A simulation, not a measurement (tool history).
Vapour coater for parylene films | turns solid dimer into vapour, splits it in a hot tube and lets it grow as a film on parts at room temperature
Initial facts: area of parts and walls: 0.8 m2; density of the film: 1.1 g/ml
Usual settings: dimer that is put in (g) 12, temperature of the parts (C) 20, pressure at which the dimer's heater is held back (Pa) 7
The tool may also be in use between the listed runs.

run,hour,dimer that is put in (g),temperature of the parts (C),pressure at which the dimer's heater is held back (Pa),thickness of the film (nm)
1,0,12,20,7,6500
2,52.3,12,20,7,6360
3,92.5,12,21,7,6170
4,120.7,12,20,7,6330
5,147.5,12,20,7,6250
6,171.4,9,20,7,4760
7,204.8,11,20,7,5570
8,250.5,12,20,7,6180
9,291.1,12,20,7,6260
10,317.3,12,20,7,6180
11,344.7,12,20,7,6100
# hour 366.1: trap's valve overhauled
12,373.7,10,14,7,7160
13,396.2,10,14,7,7000
14,442,6,14,7.76,4190

Predict the results of run 15:
15,465.2,6,14,3.44,?

Run 15 yielded thickness of the film (nm) 4920.
On a tool with no hidden condition, and with the same random variation, this run would have come out at thickness of the film (nm) 4930.
